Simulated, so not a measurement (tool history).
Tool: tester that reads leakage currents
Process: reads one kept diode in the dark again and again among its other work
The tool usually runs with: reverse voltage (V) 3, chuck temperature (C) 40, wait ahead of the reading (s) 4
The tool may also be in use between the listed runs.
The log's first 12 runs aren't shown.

| run | day | reverse voltage (V) | chuck temperature (C) | wait ahead of the reading (s) | current that the tester gives (pA) |
|---|---|---|---|---|---|
| 13 | 19.412 | 3 | 40 | 8.1 | 303.86 |
| 14 | 20.838 | 1.79 | 40 | 4 | 260.52 |
|  | 22.875 | tester calibrated |
| 15 | 23.158 | 1.79 | 40 | 4 | 253.3 |
| 16 | 25.462 | 1.79 | 40 | 4 | 254.72 |
| 17 | 26.583 | 1.79 | 40 | 4 | 257.13 |
| 18 | 27.567 | 1.79 | 40 | 4 | 255.67 |
| 19 | 28.975 | 3 | 40 | 4 | 300.55 |
| 20 | 30.025 | 3 | 40 | 4 | 301.99 |
| 21 | 32.312 | 7.51 | 28 | 4 | 145.53 |
| 22 | 33.462 | 3 | 25 | 4 | 83.35 |
| 23 | 34.492 | 15.58 | 33 | 0.54 | 287.98 |
| 24 | 36.796 | 3 | 22 | 4 | 63.78 |
| 25 | 38.467 | 8.76 | 33 | 1.37 | 237.82 |
| 26 | 39.504 | 12.07 | 30 | 5.86 | 202.62 |
| 27 | 40.825 | 1.08 | 30 | 2.85 | 94.61 |
| 28 | 42.238 | 3 | 45 | 2.95 | 455.74 |
| 29 | 44.092 | 3 | 30 | 1.02 | 131.51 |
| 30 | 45.912 | 3 | 41 | 7.52 | 331.4 |
| 31 | 47.246 | 3 | 41 | 7.52 | 332.37 |
| 32 | 48.279 | 1.62 | 36 | 4.51 | 181.41 |
| 33 | 49.454 | 3 | 40 | 5.13 | 308 |
| 34 | 50.662 | 2.13 | 40 | 1.12 | 276.79 |

Run 35 has not been measured yet. What should we expect?
| 35 | 51.846 | 2.13 | 40 | 1.12 | ? |

{"run 35": {"current that the tester gives (pA)": 275.88}}
With the hidden condition absent and the run-to-run variation left alone, this run would have shown current that the tester gives (pA) 256.84.
